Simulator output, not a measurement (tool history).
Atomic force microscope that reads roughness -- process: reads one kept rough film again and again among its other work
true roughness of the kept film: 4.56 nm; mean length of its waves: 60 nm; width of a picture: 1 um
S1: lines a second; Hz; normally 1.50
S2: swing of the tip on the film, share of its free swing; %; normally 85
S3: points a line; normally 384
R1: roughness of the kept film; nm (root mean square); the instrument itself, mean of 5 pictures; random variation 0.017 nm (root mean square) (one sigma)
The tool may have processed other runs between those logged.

run	day	S1	S2	S3	R1
1	0.000	1.50	85	384	4.002
2	0.321	1.30	85	384	4.047
3	0.675	2.62	85	384	3.813
4	1.196	2.62	85	384	3.784
5	1.662	2.62	85	384	3.780
6	2.021	2.62	85	384	3.780
7	2.617	2.62	85	384	3.771
8	2.917	2.62	85	384	3.786
9	3.383	2.62	85	384	3.815
10	3.825	1.77	85	480	3.963
11	4.362	1.50	67	675	4.189
12	4.754	1.15	67	557	4.205
13	5.346	1.15	83	557	4.112

Not shown: 1 entry that the log had between the listed runs. Between which runs, and how does the tool's hidden state differ before and after?
In the gap between runs 8 and 9: new tip fitted (day 3.383)
  radius of the tip, nm: 10.7 -> 10

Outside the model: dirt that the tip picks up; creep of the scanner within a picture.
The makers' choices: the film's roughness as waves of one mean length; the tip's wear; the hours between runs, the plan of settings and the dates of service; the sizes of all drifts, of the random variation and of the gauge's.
